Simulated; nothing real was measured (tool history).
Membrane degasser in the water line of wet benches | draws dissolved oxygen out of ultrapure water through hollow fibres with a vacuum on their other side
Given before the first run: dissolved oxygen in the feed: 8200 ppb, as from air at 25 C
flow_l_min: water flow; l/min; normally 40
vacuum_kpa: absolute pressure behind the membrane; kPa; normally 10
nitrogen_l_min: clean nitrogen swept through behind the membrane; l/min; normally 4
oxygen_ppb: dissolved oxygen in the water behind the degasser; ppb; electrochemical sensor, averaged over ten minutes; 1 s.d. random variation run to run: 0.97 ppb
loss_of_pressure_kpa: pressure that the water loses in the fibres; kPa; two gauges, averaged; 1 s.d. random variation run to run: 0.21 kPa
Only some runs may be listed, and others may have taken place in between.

{"run": 1, "hour": 0.0, "flow_l_min": 40, "vacuum_kpa": 10, "nitrogen_l_min": 4, "oxygen_ppb": 161.4, "loss_of_pressure_kpa": 46.94}
{"run": 2, "hour": 136.5, "flow_l_min": 40, "vacuum_kpa": 9.7, "nitrogen_l_min": 4, "oxygen_ppb": 154.9, "loss_of_pressure_kpa": 47.3}
{"run": 3, "hour": 358.0, "flow_l_min": 40, "vacuum_kpa": 9.7, "nitrogen_l_min": 4, "oxygen_ppb": 156.3, "loss_of_pressure_kpa": 46.98}
{"run": 4, "hour": 523.4, "flow_l_min": 40, "vacuum_kpa": 9.7, "nitrogen_l_min": 4, "oxygen_ppb": 157.3, "loss_of_pressure_kpa": 47.14}
{"run": 5, "hour": 689.2, "flow_l_min": 40, "vacuum_kpa": 9.7, "nitrogen_l_min": 4, "oxygen_ppb": 157.2, "loss_of_pressure_kpa": 46.95}
{"run": 6, "hour": 847.5, "flow_l_min": 40, "vacuum_kpa": 15.9, "nitrogen_l_min": 4, "oxygen_ppb": 302, "loss_of_pressure_kpa": 46.81}
{"run": 7, "hour": 1002.0, "flow_l_min": 40, "vacuum_kpa": 15.9, "nitrogen_l_min": 4, "oxygen_ppb": 300.1, "loss_of_pressure_kpa": 47.37}
{"run": 8, "hour": 1178.5, "flow_l_min": 48, "vacuum_kpa": 10, "nitrogen_l_min": 4, "oxygen_ppb": 203, "loss_of_pressure_kpa": 56.89}
{"run": 9, "hour": 1315.5, "flow_l_min": 43, "vacuum_kpa": 10, "nitrogen_l_min": 4, "oxygen_ppb": 179.5, "loss_of_pressure_kpa": 50.74}
{"run": 10, "hour": 1419.1, "flow_l_min": 49, "vacuum_kpa": 10, "nitrogen_l_min": 4, "oxygen_ppb": 207.1, "loss_of_pressure_kpa": 58.48}
{"run": 11, "hour": 1523.1, "flow_l_min": 40, "vacuum_kpa": 11.8, "nitrogen_l_min": 3.5, "oxygen_ppb": 235.8, "loss_of_pressure_kpa": 47.15}
{"run": 12, "hour": 1646.6, "flow_l_min": 26, "vacuum_kpa": 12.2, "nitrogen_l_min": 3.74, "oxygen_ppb": 150.7, "loss_of_pressure_kpa": 30.65}
{"run": 13, "hour": 1756.6, "flow_l_min": 52, "vacuum_kpa": 16.9, "nitrogen_l_min": 4.84, "oxygen_ppb": 358.8, "loss_of_pressure_kpa": 61.37}
{"run": 14, "hour": 1943.5, "flow_l_min": 35, "vacuum_kpa": 20.6, "nitrogen_l_min": 4, "oxygen_ppb": 359.7, "loss_of_pressure_kpa": 41.42}
{"hour": 2003.1, "done": "gauge calibrated"}
{"run": 15, "hour": 2138.1, "flow_l_min": 40, "vacuum_kpa": 6.2, "nitrogen_l_min": 4, "oxygen_ppb": 75.5, "loss_of_pressure_kpa": 47.33}
{"run": 16, "hour": 2278.9, "flow_l_min": 40, "vacuum_kpa": 6.2, "nitrogen_l_min": 4, "oxygen_ppb": 75.3, "loss_of_pressure_kpa": 47.06}

Run 17 is up next; what results do you expect?
{"run": 17, "hour": 2479.9, "flow_l_min": 40, "vacuum_kpa": 6.2, "nitrogen_l_min": 4, "oxygen_ppb": "?", "loss_of_pressure_kpa": "?"}

oxygen_ppb: 75.9 ppb
loss_of_pressure_kpa: 47.18 kPa
With no hidden state in the tool, this same run would have given oxygen_ppb 75.1 ppb, loss_of_pressure_kpa 47.14 kPa.

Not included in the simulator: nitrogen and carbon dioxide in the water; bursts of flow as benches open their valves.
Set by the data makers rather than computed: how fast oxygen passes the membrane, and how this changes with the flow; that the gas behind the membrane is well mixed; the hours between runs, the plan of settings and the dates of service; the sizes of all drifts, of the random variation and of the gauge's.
